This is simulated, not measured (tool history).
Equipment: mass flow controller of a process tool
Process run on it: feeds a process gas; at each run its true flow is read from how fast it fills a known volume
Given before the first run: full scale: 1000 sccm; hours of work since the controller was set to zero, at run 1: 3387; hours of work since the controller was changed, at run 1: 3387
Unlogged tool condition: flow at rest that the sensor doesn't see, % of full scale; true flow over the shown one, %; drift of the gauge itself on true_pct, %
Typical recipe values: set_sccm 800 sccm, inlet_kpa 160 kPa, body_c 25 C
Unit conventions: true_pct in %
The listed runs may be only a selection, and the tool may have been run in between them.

run	hour	set_sccm	inlet_kpa	body_c	hours of work since the controller was set to zero	hours of work since the controller was changed	true_pct
1	0.0	800	160	25	3387	3387	99.60
2	204.8	800	160	20	3496	3496	98.98
3	454.1	800	160	32	3629	3629	100.19
4	700.9	800	160	32	3760	3760	100.27
5	870.1	800	160	25	3850	3850	99.60
6	995.8	800	160	25	3917	3917	99.48
7	1137.5	800	160	25	3993	3993	99.60
8	1368.3	800	160	25	4116	4116	99.56
9	1623.2	800	160	25	4252	4252	99.56
10	1843.7	800	242	25	4369	4369	99.13
11	1962.1	800	160	25	4432	4432	99.63
12	2170.9	800	160	25	4543	4543	99.49
13	2355.0	133	160	25	4642	4642	93.96
14	2500.7	800	160	25	4719	4719	99.56
15	2725.8	800	160	25	4839	4839	99.62
16	2893.2	800	160	25	4928	4928	99.51
17	3147.1	800	160	25	5064	5064	99.54
18	3253.3	800	160	25	5120	5120	99.59
19	3448.9	800	160	25	5224	5224	99.58
20	3649.2	800	160	25	5331	5331	99.54
21	3844.9	800	160	25	5436	5436	99.48
22	4064.2	800	160	25	5552	5552	99.56
23	4278.4	800	160	25	5666	5666	99.47
24	4522.4	800	160	25	5796	5796	99.62
25	4737.2	800	160	25	5911	5911	99.59
26	4929.2	290	155	25	6013	6013	96.54
27	5044.1	287	174	25	6074	6074	96.49
28	5180.3	287	174	25	6147	6147	96.43
29	5332.8	188	253	32	6228	6228	95.01
30	5512.2	188	253	32	6324	6324	94.77
31	5750.9	299	266	25	6451	6451	96.18
32	5899.2	299	266	25	6530	6530	96.00
33	6033.1	181	266	29	6601	6601	94.06
# hour 6162.1: controller's zero set anew
34	6189.4	181	263	34	15	6684	99.69
35	6322.0	755	160	21	85	6755	100.20
36	6531.3	800	160	22	197	6867	100.41
37	6753.6	800	160	22	315	6985	100.31
38	6923.3	435	160	33	406	7076	100.60
39	7081.1	159	160	29	490	7160	99.19
40	7268.9	144	231	29	590	7260	98.74
41	7497.6	254	160	31	712	7382	99.76
42	7739.3	127	278	25	840	7510	97.75
43	7981.9	318	233	25	970	7640	98.86
44	8099.7	221	146	23	1032	7702	98.73
45	8300.2	221	146	23	1139	7809	98.66
46	8443.8	245	160	21	1216	7886	98.53
47	8689.6	152	244	25	1347	8017	97.72
48	8862.8	152	244	25	1439	8109	97.62
49	9097.0	800	160	23	1564	8234	100.49

For some of the steps in true_pct from one run to the next: how much would appear even if the tool had no hidden state, given the settings, what came in and random variation, and how much remains for the hidden state plus any gauge scatter that the measured result and the result without hidden state don't share?
Run 12 -> 13: set_sccm 800 -> 133. true_pct -5.53 %: hidden state -4.08, all else -1.45.
Run 13 -> 14: set_sccm 133 -> 800. true_pct +5.60 %: hidden state +4.08, all else +1.52.
Run 33 -> 34: inlet_kpa 266 -> 263, body_c 29 -> 34, controller's zero set anew. true_pct +5.63 %: hidden state +4.95, all else +0.68.

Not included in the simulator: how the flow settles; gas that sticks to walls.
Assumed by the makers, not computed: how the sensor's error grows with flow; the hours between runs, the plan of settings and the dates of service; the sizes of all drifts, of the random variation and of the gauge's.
